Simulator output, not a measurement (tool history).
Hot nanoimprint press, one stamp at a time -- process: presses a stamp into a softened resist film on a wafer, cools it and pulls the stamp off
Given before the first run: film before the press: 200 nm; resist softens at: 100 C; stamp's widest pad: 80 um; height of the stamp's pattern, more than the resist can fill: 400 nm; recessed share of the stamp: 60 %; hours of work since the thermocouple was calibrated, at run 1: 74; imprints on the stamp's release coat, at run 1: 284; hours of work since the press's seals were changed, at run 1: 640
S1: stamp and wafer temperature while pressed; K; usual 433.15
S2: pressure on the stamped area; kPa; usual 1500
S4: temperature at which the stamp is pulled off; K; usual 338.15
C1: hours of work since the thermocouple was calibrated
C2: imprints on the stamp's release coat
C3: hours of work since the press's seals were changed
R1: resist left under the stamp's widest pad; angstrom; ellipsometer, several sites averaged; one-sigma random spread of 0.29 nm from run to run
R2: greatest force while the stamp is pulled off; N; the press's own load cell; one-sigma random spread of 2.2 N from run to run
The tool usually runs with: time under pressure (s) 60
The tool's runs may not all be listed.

Run 1, hour 0: usual settings; C1 74; C2 284; C3 640. Result: R1 1056 angstrom, R2 153 N.
Run 2, hour 40.8: usual settings but S2 1360 kPa; C1 104; C2 496; C3 671. Result: R1 1105 angstrom, R2 153 N.
Run 3, hour 89.7: usual settings but S4 341.15 K; C1 141; C2 751; C3 707. Result: R1 1055 angstrom, R2 157 N.
At hour 131.7: stamp cleaned and given a new release coat.
Run 4, hour 164.9: usual settings but S4 341.15 K; C1 192; C2 173; C3 759. Result: R1 1053 angstrom, R2 140 N.
Run 5, hour 216: usual settings but S4 341.15 K; C1 231; C2 440; C3 797. Result: R1 1046 angstrom, R2 147 N.
Run 6, hour 263.7: usual settings but S4 346.15 K; C1 266; C2 689; C3 833. Result: R1 1048 angstrom, R2 145 N.
At hour 283.7: plate thermocouple calibrated.
Run 7, hour 309.8: usual settings but S4 346.15 K; C1 20; C2 914; C3 865. Result: R1 1060 angstrom, R2 150 N.
At hour 319.8: stamp cleaned and given a new release coat.
Run 8, hour 367.8: usual settings but S4 346.15 K; C1 58; C2 251; C3 903. Result: R1 1056 angstrom, R2 137 N.
Run 9, hour 408.1: usual settings but S4 346.15 K; C1 88; C2 461; C3 934. Result: R1 1053 angstrom, R2 142 N.
Run 10, hour 474: usual settings but time under pressure (s) 33; C1 138; C2 805; C3 983. Result: R1 1275 angstrom, R2 160 N.
At hour 506.9: stamp cleaned and given a new release coat.
Run 11, hour 516.8: usual settings but time under pressure (s) 33; C1 165; C2 52; C3 1010. Result: R1 1274 angstrom, R2 147 N.
At hour 561.5: press's hydraulic seals changed and the load cell set to zero.
Run 12, hour 598.7: usual settings but time under pressure (s) 38; C1 220; C2 437; C3 28. Result: R1 1186 angstrom, R2 153 N.
Run 13, hour 667.2: usual settings; C1 271; C2 795; C3 79. Result: R1 1015 angstrom, R2 160 N.
At hour 676.6: plate thermocouple calibrated.
At hour 702.8: stamp cleaned and given a new release coat.
Run 14, hour 730.6: usual settings; C1 36; C2 145; C3 119. Result: R1 1042 angstrom, R2 151 N.
Run 15, hour 761.9: usual settings; C1 59; C2 308; C3 143. Result: R1 1044 angstrom, R2 150 N.
Run 16, hour 793.4: usual settings but S1 441.15 K, time under pressure (s) 98, S4 335.15 K; C1 83; C2 472; C3 166. Result: R1 661 angstrom, R2 162 N.
Run 17, hour 849.5: usual settings but S1 437.15 K, time under pressure (s) 40; C1 125; C2 765; C3 208. Result: R1 1059 angstrom, R2 162 N.
At hour 889.6: stamp cleaned and given a new release coat.
Run 18, hour 910.3: usual settings but time under pressure (s) 56; C1 165; C2 108; C3 249. Result: R1 1055 angstrom, R2 147 N.
Run 19, hour 979.6: usual settings but time under pressure (s) 39, S4 335.15 K; C1 217; C2 470; C3 301. Result: R1 1184 angstrom, R2 164 N.
Run 20, hour 1027.7: usual settings but time under pressure (s) 39, S4 335.15 K; C1 253; C2 720; C3 337. Result: R1 1183 angstrom, R2 169 N.
At hour 1062.8: plate thermocouple calibrated.
At hour 1079.2: stamp cleaned and given a new release coat.
Run 21, hour 1106.7: usual settings but time under pressure (s) 39, S4 335.15 K; C1 28; C2 143; C3 389. Result: R1 1210 angstrom, R2 154 N.
Run 22, hour 1151.2: usual settings but S1 438.15 K, S2 1640 kPa, time under pressure (s) 46, S4 341.15 K; C1 61; C2 375; C3 422. Result: R1 959 angstrom, R2 146 N.
Run 23, hour 1204.4: usual settings but S1 431.15 K, S2 1640 kPa, time under pressure (s) 57, S4 341.15 K; C1 101; C2 653; C3 462. Result: R1 1098 angstrom, R2 154 N.
Run 24, hour 1241.7: usual settings but S1 431.15 K, S2 1800 kPa, time under pressure (s) 57, S4 343.15 K; C1 129; C2 847; C3 490. Result: R1 1056 angstrom, R2 155 N.
At hour 1266: stamp cleaned and given a new release coat.
Run 25, hour 1315.2: usual settings but S1 444.15 K, S2 1800 kPa, time under pressure (s) 62, S4 334.15 K; C1 179; C2 256; C3 540. Result: R1 672 angstrom, R2 156 N.
Run 26, hour 1358.7: usual settings but S1 444.15 K, S2 1800 kPa, time under pressure (s) 62, S4 334.15 K; C1 212; C2 484; C3 572. Result: R1 668 angstrom, R2 166 N.
Run 27, hour 1407.9: usual settings but S1 444.15 K, S2 1800 kPa, time under pressure (s) 62, S4 330.15 K; C1 249; C2 740; C3 609. Result: R1 666 angstrom, R2 175 N.
At hour 1450: plate thermocouple calibrated.
At hour 1456: stamp cleaned and given a new release coat.
Run 28, hour 1472.4: usual settings but S1 444.15 K, S2 1800 kPa, time under pressure (s) 62, S4 330.15 K; C1 12; C2 85; C3 650. Result: R1 690 angstrom, R2 161 N.
Run 29, hour 1512.9: usual settings but S1 444.15 K, S2 1800 kPa, time under pressure (s) 62, S4 330.15 K; C1 42; C2 296; C3 681. Result: R1 684 angstrom, R2 169 N.
Run 30, hour 1548.9: usual settings but S1 444.15 K, S2 1800 kPa, time under pressure (s) 62, S4 330.15 K; C1 69; C2 484; C3 708. Result: R1 688 angstrom, R2 170 N.

Per-run results on a tool with no hidden state, each run keeping its own random variation:
Hidden conditions of the tool in this case: true temperature over the reading, C; pressure that arrives at the usual setting, %; grip of the stamp's worn release coat, % over a new coat's; drift of the gauge itself on residual_nm, %; drift of the gauge itself on pull_off_n, %.
run    R1   R2
  1  1042  148
  2  1094  144
  3  1046  142
  4  1048  138
  5  1046  139
  6  1050  134
  7  1045  134
  8  1045  133
  9  1045  134
 10  1271  145
 11  1272  147
 12  1216  146
 13  1050  146
 14  1044  149
 15  1048  144
 16   665  153
 17  1069  147
 18  1070  146
 19  1203  156
 20  1205  155
 21  1200  151
 22   952  139
 23  1094  142
 24  1053  139
 25   670  152
 26   668  157
 27   667  160
 28   672  159
 29   668  162
 30   673  160
